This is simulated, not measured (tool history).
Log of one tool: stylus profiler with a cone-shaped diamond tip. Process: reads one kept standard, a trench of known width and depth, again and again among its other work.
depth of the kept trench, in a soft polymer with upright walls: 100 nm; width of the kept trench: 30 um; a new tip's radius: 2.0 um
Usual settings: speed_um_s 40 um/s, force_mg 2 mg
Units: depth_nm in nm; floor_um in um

run     day  speed_um_s  force_mg  depth_nm  floor_um
  1       0          40         2    101.03     28.27
  2   2.246          40         2    101.02     28.31
  3   5.471          40         2    101.02     28.33
  4  10.658          40         2    100.99     28.26
  5  14.112          40         2       101      28.3
  6  18.167          12         2    100.99     28.45
  7  22.625         133      1.19    100.65     27.32
  8  27.388          23      4.48    101.79      28.4
  9  32.908          23      4.48    101.78     28.43

Run 10 comes next. What will it give?
 10  35.758          40      0.78         ?         ?

depth_nm: 100.39 nm
floor_um: 28.1 um
Without the tool's hidden state the same run would have given depth_nm 100.63 nm, floor_um 28.35 um.
